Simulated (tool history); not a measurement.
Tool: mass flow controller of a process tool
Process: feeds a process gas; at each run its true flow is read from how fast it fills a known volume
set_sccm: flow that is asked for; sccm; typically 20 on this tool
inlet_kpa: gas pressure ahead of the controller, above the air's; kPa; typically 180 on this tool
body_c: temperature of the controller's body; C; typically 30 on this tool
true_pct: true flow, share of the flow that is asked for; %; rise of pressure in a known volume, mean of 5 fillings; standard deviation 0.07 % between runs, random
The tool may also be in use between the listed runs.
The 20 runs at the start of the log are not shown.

| run | hour | set_sccm | inlet_kpa | body_c | true_pct |
|---|---|---|---|---|---|
| 21 | 8108.4 | 20 | 180 | 32 | 97.46 |
| 22 | 8590.9 | 9 | 180 | 30 | 98.92 |
| 23 | 9113.4 | 15 | 180 | 22 | 97.01 |
| 24 | 9596.8 | 17 | 180 | 22 | 96.9 |
| 25 | 10120.7 | 12 | 251 | 29 | 98.97 |
| 26 | 10582.7 | 20 | 180 | 22 | 96.84 |
| 27 | 11090.7 | 20 | 180 | 22 | 96.81 |
| 28 | 11571.4 | 28 | 197 | 29 | 97.45 |
|  | 11918.3 | controller's zero set anew |
| 29 | 12082.6 | 14 | 188 | 20 | 93.68 |
| 30 | 12440.5 | 20 | 148 | 28 | 94.48 |
| 31 | 12704.7 | 10 | 207 | 39 | 95.3 |
| 32 | 13099.3 | 13 | 203 | 39 | 95.67 |
| 33 | 13334.2 | 9 | 157 | 23 | 93.93 |
| 34 | 13701.4 | 12 | 161 | 23 | 93.97 |
| 35 | 14197.3 | 18 | 225 | 33 | 95.55 |
| 36 | 14507.4 | 18 | 225 | 33 | 95.5 |
| 37 | 14905.9 | 18 | 180 | 33 | 95.23 |
| 38 | 15433.1 | 18 | 180 | 33 | 95.34 |
|  | 15778.7 | controller exchanged for a calibrated one |
| 39 | 15981.6 | 21 | 180 | 31 | 98.45 |
| 40 | 16308.9 | 7 | 180 | 30 | 98.08 |
| 41 | 16780.7 | 7 | 180 | 30 | 98.29 |
| 42 | 17016.8 | 7 | 180 | 32 | 98.61 |
| 43 | 17410.1 | 31 | 180 | 24 | 98.49 |
| 44 | 17702.9 | 46 | 211 | 30 | 100.1 |

Predict each of these 4 candidate next runs independently; none follows another, all start after run 44:
| A | 18084.6 | 20 | 147 | 22 | ? |
| B | 18084.6 | 7 | 180 | 24 | ? |
| C | 18084.6 | 20 | 142 | 30 | ? |
| D | 18084.6 | 46 | 211 | 37 | ? |

| run | true_pct |
|---|---|
| A | 97.77 |
| B | 98.52 |
| C | 98.33 |
| D | 100.7 |
Without the tool's hidden state the same runs would have given:
| run | true_pct |
|---|---|
| A | 97.59 |
| B | 97.13 |
| C | 98.16 |
| D | 100.9 |
